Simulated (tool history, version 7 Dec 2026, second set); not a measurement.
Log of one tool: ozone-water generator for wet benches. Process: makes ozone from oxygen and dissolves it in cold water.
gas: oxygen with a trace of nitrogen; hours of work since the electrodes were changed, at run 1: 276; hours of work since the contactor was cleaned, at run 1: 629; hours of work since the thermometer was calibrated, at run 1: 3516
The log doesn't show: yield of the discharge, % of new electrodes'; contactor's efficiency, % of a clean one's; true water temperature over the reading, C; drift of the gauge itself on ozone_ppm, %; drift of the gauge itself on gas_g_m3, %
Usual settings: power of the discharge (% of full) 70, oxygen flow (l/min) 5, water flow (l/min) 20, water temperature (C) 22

run     day  power of the discharge (% of full)  oxygen flow (l/min)  water flow (l/min)  water temperature (C)  hours of work since the electrodes were changed  hours of work since the contactor was cleaned  hours of work since the thermometer was calibrated  dissolved ozone (ppm)  ozone in the gas ahead of the water (g/m3)
  1       0                                  70                    5                  20                     22                                              276                                            629                                                3516                   27.1                                       249.3
  2   1.488                                  70                    5                  20                     22                                              299                                            652                                                3539                   27.3                                         249
  3   3.333                                  70                    5                  20                     22                                              327                                            681                                                3567                   27.2                                       249.7
  4   5.946                                  70                    5                  20                     22                                              368                                            721                                                3608                   26.8                                       248.1
  5   7.904                                  70                    5                  20                     22                                              398                                            752                                                3638                   26.8                                       249.9
  6    9.85                                  70                    5                  20                     22                                              429                                            782                                                3669                   27.2                                       249.1
  7    11.3                                  94                    5                  20                     22                                              451                                            804                                                3691                   34.2                                       316.1
  8  13.529                                  70                    5                  18                     22                                              486                                            839                                                3726                   29.4                                       246.3
  9  15.396                                  70                    5                  18                     22                                              515                                            868                                                3755                   29.2                                       245.7
 10  16.738                                  70                    5                  20                     22                                              535                                            889                                                3776                   26.6                                       247.4
 11  19.242                                  70                    5                  20                     22                                              574                                            928                                                3814                   26.9                                       246.8
 12  20.454                                  70                    5                  25                     22                                              593                                            947                                                3833                   22.1                                       249.3
 13  23.067                                  70                    5                  25                     22                                              634                                            987                                                3874                   22.1                                       247.2
 14  25.212                                  70                    5                  25                     22                                              667                                           1020                                                3907                   22.1                                         244
 15  27.425                                  70                    5                  25                     22                                              701                                           1055                                                3941                   21.7                                       247.7
 16  29.421                                  70                    5                  25                     22                                              732                                           1086                                                3972                   21.8                                       247.1
 17  31.829                                  70                 2.55                  20                     22                                              770                                           1123                                                4010                   27.2                                       374.4
 18  34.346                                  90                 2.55                  20                     21                                              809                                           1162                                                4049                     33                                       463.4
 19  36.871                                  90                 2.55                  20                     21                                              848                                           1201                                                4088                   32.8                                       460.6
 20  38.112                                  89                 8.36                  21                     21                                              867                                           1221                                                4107                   28.6                                       213.6
 21  40.058                                  90                    5                  20                     22                                              897                                           1251                                                4137                   32.1                                       300.9
 22  41.483                                  58                 7.44                  12                     17                                              920                                           1273                                                4160                     32                                       164.3
 23  43.167                                  58                 7.44                  12                     17                                              946                                           1299                                                4186                   32.2                                       163.4
 24  44.433                                  43                    5                  12                     22                                              965                                           1319                                                4205                   25.6                                       166.8
 25  46.733                                  80                 6.92                  17                     16                                             1001                                           1354                                                4241                   34.5                                       219.5
 26  47.938                                  80                 6.92                  17                     16                                             1020                                           1373                                                4260                   34.2                                       221.4
 27  50.571                                  99                    5                  13                     22                                             1061                                           1414                                                4301                   46.8                                       322.5
 28  52.271                                  99                 6.55                  20                     22                                             1087                                           1440                                                4327                   32.8                                       269.7
 29  54.179                                  70                 4.03                  17                     22                                             1117                                           1470                                                4357                   30.2                                       277.1
 30  56.846                                  76                 2.67                  14                     18                                             1158                                           1511                                                4398                   40.5                                         388
 31  58.808                                  76                 2.67                  14                     18                                             1188                                           1542                                                4428                   40.3                                       388.9
 32    60.3                                  44                 3.22                  18                     18                                             1212                                           1565                                                4452                   21.1                                       222.6
 33  62.375                                  44                 3.22                  18                     18                                             1244                                           1597                                                4484                   21.2                                       223.2

Measured less the same run without the tool's hidden state. The same run-to-run variation is in both; the gauge's scatter may not be:
run  dissolved ozone (ppm)  ozone in the gas ahead of the water (g/m3)
  1                   -0.8                                        -2.7
  2                   -0.9                                        -2.8
  3                   -0.9                                        -3.1
  4                   -0.9                                        -3.3
  5                   -0.9                                        -3.6
  6                     -1                                        -3.9
  7                   -1.4                                        -6.4
  8                   -1.1                                        -4.3
  9                   -1.1                                        -4.6
 10                   -1.1                                        -4.7
 11                   -1.1                                        -5.1
 12                     -1                                        -5.3
 13                   -1.1                                        -5.6
 14                   -1.2                                        -5.8
 15                   -1.2                                        -6.1
 16                   -1.2                                        -6.4
 17                   -1.3                                       -10.1
 18                   -1.9                                       -15.8
 19                     -2                                       -16.4
 20                   -1.9                                        -7.8
 21                   -2.1                                       -11.4
 22                   -1.6                                        -4.4
 23                   -1.6                                        -4.5
 24                     -1                                        -3.4
 25                   -2.3                                        -8.5
 26                   -2.3                                        -8.6
 27                   -3.4                                       -15.2
 28                   -2.6                                         -13
 29                     -2                                       -10.7
 30                   -2.7                                       -16.5
 31                   -2.7                                         -17
 32                   -1.2                                        -5.8
 33                   -1.2                                          -6
